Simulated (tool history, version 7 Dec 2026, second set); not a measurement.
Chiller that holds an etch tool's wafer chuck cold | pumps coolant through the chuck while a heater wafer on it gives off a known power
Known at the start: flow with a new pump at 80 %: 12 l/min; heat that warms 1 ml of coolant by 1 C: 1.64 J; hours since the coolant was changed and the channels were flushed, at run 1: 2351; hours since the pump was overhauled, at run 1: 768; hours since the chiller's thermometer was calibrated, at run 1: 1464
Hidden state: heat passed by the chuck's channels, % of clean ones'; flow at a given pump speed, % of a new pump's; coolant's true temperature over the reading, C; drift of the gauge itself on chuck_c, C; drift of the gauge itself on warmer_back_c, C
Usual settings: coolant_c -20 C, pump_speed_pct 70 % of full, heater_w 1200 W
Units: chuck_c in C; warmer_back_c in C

| run | day | coolant_c | pump_speed_pct | heater_w | hours since the coolant was changed and the channels were flushed | hours since the pump was overhauled | hours since the chiller's thermometer was calibrated | chuck_c | warmer_back_c |
|---|---|---|---|---|---|---|---|---|---|
| 1 | 0 | -20 | 70 | 1200 | 2351 | 768 | 1464 | -10.59 | 4.17 |
| 2 | 1.85 | -20 | 96 | 1200 | 2395 | 812 | 1508 | -12.15 | 3.09 |
| 3 | 4.612 | -20 | 96 | 1200 | 2462 | 879 | 1574 | -12.05 | 3.15 |
| 4 | 6.15 | -20 | 96 | 1200 | 2499 | 916 | 1611 | -12.08 | 3.07 |
| 5 | 7.404 | -20 | 96 | 1200 | 2529 | 946 | 1641 | -12.3 | 3.06 |
| 6 | 8.671 | -20 | 96 | 1200 | 2559 | 976 | 1672 | -12.1 | 3.09 |
| 7 | 10.275 | -20 | 96 | 1200 | 2598 | 1015 | 1710 | -12.2 | 3.14 |
| 8 | 11.425 | -20 | 96 | 1200 | 2625 | 1042 | 1738 | -12.16 | 3.07 |
| 9 | 13.312 | -20 | 70 | 1200 | 2670 | 1087 | 1783 | -10.38 | 4.27 |
| 10 | 15.221 | -20 | 63 | 1200 | 2716 | 1133 | 1829 | -9.63 | 4.77 |
| 11 | 17.3 | -15 | 70 | 1200 | 2766 | 1183 | 1879 | -5.58 | 4.31 |
| 12 | 18.725 | -20 | 70 | 693 | 2800 | 1217 | 1913 | -14.64 | 2.51 |
| 13 | 20.071 | -21 | 70 | 1794 | 2833 | 1250 | 1945 | -6.4 | 6.41 |
| 14 | 22.167 | -21 | 70 | 1794 | 2883 | 1300 | 1996 | -6.52 | 6.48 |
| 15 | 24.25 | -21 | 70 | 1794 | 2933 | 1350 | 2046 | -6.65 | 6.46 |
| 16 | 26.125 | -17 | 91 | 1794 | 2978 | 1395 | 2091 | -4.57 | 4.94 |
| 17 | 28.233 | -27 | 67 | 1794 | 3029 | 1445 | 2141 | -12.01 | 6.73 |

The same runs without the tool's hidden state, with the same run-to-run variation:
| run | chuck_c | warmer_back_c |
|---|---|---|
| 1 | -10.72 | 4.11 |
| 2 | -12.2 | 3.04 |
| 3 | -12.11 | 3.1 |
| 4 | -12.14 | 3.01 |
| 5 | -12.36 | 3 |
| 6 | -12.16 | 3.03 |
| 7 | -12.26 | 3.08 |
| 8 | -12.23 | 3 |
| 9 | -10.53 | 4.18 |
| 10 | -9.81 | 4.66 |
| 11 | -5.74 | 4.21 |
| 12 | -14.53 | 2.44 |
| 13 | -6.88 | 6.24 |
| 14 | -7.01 | 6.31 |
| 15 | -7.16 | 6.28 |
| 16 | -4.96 | 4.8 |
| 17 | -12.56 | 6.53 |
